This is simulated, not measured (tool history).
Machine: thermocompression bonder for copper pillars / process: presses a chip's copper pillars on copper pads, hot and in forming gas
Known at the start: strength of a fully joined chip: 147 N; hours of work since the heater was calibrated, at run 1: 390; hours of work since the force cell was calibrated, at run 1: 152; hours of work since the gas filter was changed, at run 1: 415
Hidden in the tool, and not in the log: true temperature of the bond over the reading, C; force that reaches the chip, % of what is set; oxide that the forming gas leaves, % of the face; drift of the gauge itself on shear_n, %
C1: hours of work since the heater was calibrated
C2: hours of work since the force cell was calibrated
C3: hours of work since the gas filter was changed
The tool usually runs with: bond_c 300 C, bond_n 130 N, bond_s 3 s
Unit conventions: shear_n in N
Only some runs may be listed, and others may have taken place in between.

run 1 hour=0.0 | bond_c=300 bond_n=130 bond_s=3 | C1=390 C2=152 C3=415 | shear_n=62.1
run 2 hour=7.0 | bond_c=300 bond_n=130 bond_s=3 | C1=395 C2=156 C3=420 | shear_n=62.8
run 3 hour=17.4 | bond_c=300 bond_n=130 bond_s=3 | C1=401 C2=163 C3=427 | shear_n=62.7
-- hour=26.1 forming gas filter changed
run 4 hour=28.4 | bond_c=300 bond_n=130 bond_s=3 | C1=408 C2=170 C3=2 | shear_n=65.6
run 5 hour=35.0 | bond_c=300 bond_n=130 bond_s=3 | C1=412 C2=174 C3=6 | shear_n=64.0
run 6 hour=41.9 | bond_c=320 bond_n=130 bond_s=3 | C1=417 C2=178 C3=10 | shear_n=85.1
run 7 hour=56.6 | bond_c=320 bond_n=130 bond_s=3 | C1=426 C2=188 C3=19 | shear_n=82.7
run 8 hour=67.9 | bond_c=320 bond_n=130 bond_s=3 | C1=433 C2=195 C3=27 | shear_n=82.8
run 9 hour=77.3 | bond_c=300 bond_n=130 bond_s=2 | C1=439 C2=201 C3=33 | shear_n=55.8
run 10 hour=84.3 | bond_c=300 bond_n=130 bond_s=3 | C1=444 C2=205 C3=37 | shear_n=64.9
run 11 hour=98.9 | bond_c=300 bond_n=130 bond_s=3 | C1=453 C2=214 C3=46 | shear_n=64.8
run 12 hour=106.2 | bond_c=320 bond_n=130 bond_s=3 | C1=458 C2=219 C3=51 | shear_n=83.4
run 13 hour=118.6 | bond_c=320 bond_n=130 bond_s=3 | C1=465 C2=227 C3=59 | shear_n=83.3
run 14 hour=129.9 | bond_c=311 bond_n=130 bond_s=3 | C1=473 C2=234 C3=66 | shear_n=75.0
run 15 hour=138.8 | bond_c=300 bond_n=130 bond_s=3 | C1=478 C2=240 C3=72 | shear_n=63.1
run 16 hour=150.2 | bond_c=300 bond_n=130 bond_s=3 | C1=486 C2=247 C3=79 | shear_n=63.9
run 17 hour=163.4 | bond_c=300 bond_n=130 bond_s=7 | C1=494 C2=255 C3=87 | shear_n=86.1
run 18 hour=174.9 | bond_c=300 bond_n=130 bond_s=3 | C1=501 C2=263 C3=95 | shear_n=64.0
run 19 hour=180.9 | bond_c=300 bond_n=130 bond_s=3 | C1=505 C2=267 C3=98 | shear_n=62.7
run 20 hour=192.5 | bond_c=300 bond_n=130 bond_s=3 | C1=512 C2=274 C3=106 | shear_n=64.5
run 21 hour=199.1 | bond_c=300 bond_n=130 bond_s=8 | C1=517 C2=278 C3=110 | shear_n=88.2
run 22 hour=213.6 | bond_c=300 bond_n=130 bond_s=3 | C1=526 C2=287 C3=119 | shear_n=62.5
run 23 hour=222.7 | bond_c=300 bond_n=130 bond_s=3 | C1=532 C2=293 C3=125 | shear_n=64.1
run 24 hour=231.2 | bond_c=297 bond_n=130 bond_s=2 | C1=537 C2=299 C3=130 | shear_n=53.1
run 25 hour=237.6 | bond_c=297 bond_n=130 bond_s=2 | C1=541 C2=303 C3=135 | shear_n=51.5
run 26 hour=249.7 | bond_c=300 bond_n=130 bond_s=3 | C1=549 C2=310 C3=142 | shear_n=62.3
run 27 hour=264.3 | bond_c=325 bond_n=168 bond_s=4 | C1=558 C2=320 C3=151 | shear_n=103.9
run 28 hour=273.5 | bond_c=330 bond_n=81 bond_s=7 | C1=564 C2=325 C3=157 | shear_n=97.4
run 29 hour=281.8 | bond_c=305 bond_n=156 bond_s=3 | C1=569 C2=331 C3=163 | shear_n=72.2
run 30 hour=296.5 | bond_c=272 bond_n=122 bond_s=9 | C1=579 C2=340 C3=172 | shear_n=59.5
run 31 hour=310.1 | bond_c=290 bond_n=130 bond_s=6 | C1=587 C2=349 C3=181 | shear_n=69.8
run 32 hour=320.3 | bond_c=298 bond_n=130 bond_s=2 | C1=594 C2=355 C3=187 | shear_n=51.2
run 33 hour=327.5 | bond_c=300 bond_n=141 bond_s=7 | C1=598 C2=360 C3=192 | shear_n=85.5
run 34 hour=334.3 | bond_c=300 bond_n=108 bond_s=3 | C1=603 C2=364 C3=196 | shear_n=56.0
run 35 hour=342.4 | bond_c=300 bond_n=108 bond_s=3 | C1=608 C2=369 C3=201 | shear_n=57.5
run 36 hour=348.7 | bond_c=295 bond_n=130 bond_s=2 | C1=612 C2=373 C3=205 | shear_n=50.3
run 37 hour=355.8 | bond_c=295 bond_n=112 bond_s=2 | C1=616 C2=378 C3=210 | shear_n=45.9
run 38 hour=363.7 | bond_c=295 bond_n=112 bond_s=2 | C1=621 C2=383 C3=215 | shear_n=46.1
run 39 hour=374.2 | bond_c=280 bond_n=130 bond_s=7 | C1=628 C2=389 C3=221 | shear_n=64.5
run 40 hour=384.8 | bond_c=313 bond_n=164 bond_s=2 | C1=635 C2=396 C3=228 | shear_n=72.7

Below are 4 alternative next runs, each starting from the tool's condition after run 40. Predict each:
run A hour=394.3 | bond_c=313 bond_n=188 bond_s=2 | C1=641 C2=402 C3=234 | shear_n=?
run B hour=394.3 | bond_c=300 bond_n=155 bond_s=4 | C1=641 C2=402 C3=234 | shear_n=?
run C hour=394.3 | bond_c=313 bond_n=148 bond_s=2 | C1=641 C2=402 C3=234 | shear_n=?
run D hour=394.3 | bond_c=278 bond_n=130 bond_s=4 | C1=641 C2=402 C3=234 | shear_n=?

run=A shear_n=77.1
run=B shear_n=73.5
run=C shear_n=68.7
run=D shear_n=49.7
Take away the tool's hidden state, keep each run's random variation, and the runs would have read:
run=A shear_n=79.7
run=B shear_n=76.1
run=C shear_n=71.1
run=D shear_n=51.5
